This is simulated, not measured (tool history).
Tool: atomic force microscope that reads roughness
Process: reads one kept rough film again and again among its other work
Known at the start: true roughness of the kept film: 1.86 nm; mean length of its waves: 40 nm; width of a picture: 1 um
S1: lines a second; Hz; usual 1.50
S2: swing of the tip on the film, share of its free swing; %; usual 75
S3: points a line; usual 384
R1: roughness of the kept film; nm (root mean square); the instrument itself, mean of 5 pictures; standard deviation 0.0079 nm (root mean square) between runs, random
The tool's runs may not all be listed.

run	hour	S1	S2	S3	R1
1	0.0	1.50	75	384	1.665
2	38.5	1.50	81	384	1.617
3	62.7	1.50	79	384	1.606
4	98.5	1.50	79	384	1.594
5	123.9	1.06	79	384	1.600
6	162.3	1.06	79	384	1.582
# hour 169.7: new tip fitted
7	185.3	1.06	79	384	1.690
8	211.1	1.06	79	384	1.687
9	251.8	1.50	82	700	1.581
10	273.8	1.50	82	700	1.572
11	314.1	1.50	82	700	1.554
# hour 339.2: new tip fitted
12	352.4	1.31	57	472	1.753
13	380.0	1.49	87	272	1.571
14	412.7	0.94	75	595	1.670
15	441.6	0.94	81	595	1.628

What if the next run were any one of these 5? Each begins from the tool's condition after run 15:
A	461.3	3.31	67	384	?
B	461.3	0.94	81	1021	?
C	461.3	1.17	81	257	?
D	461.3	3.76	81	323	?
E	461.3	0.82	83	595	?

run	R1
A	1.554
B	1.601
C	1.581
D	1.398
E	1.599
Without the tool's unlogged condition, the same runs would have read:
run	R1
A	1.651
B	1.702
C	1.679
D	1.485
E	1.699
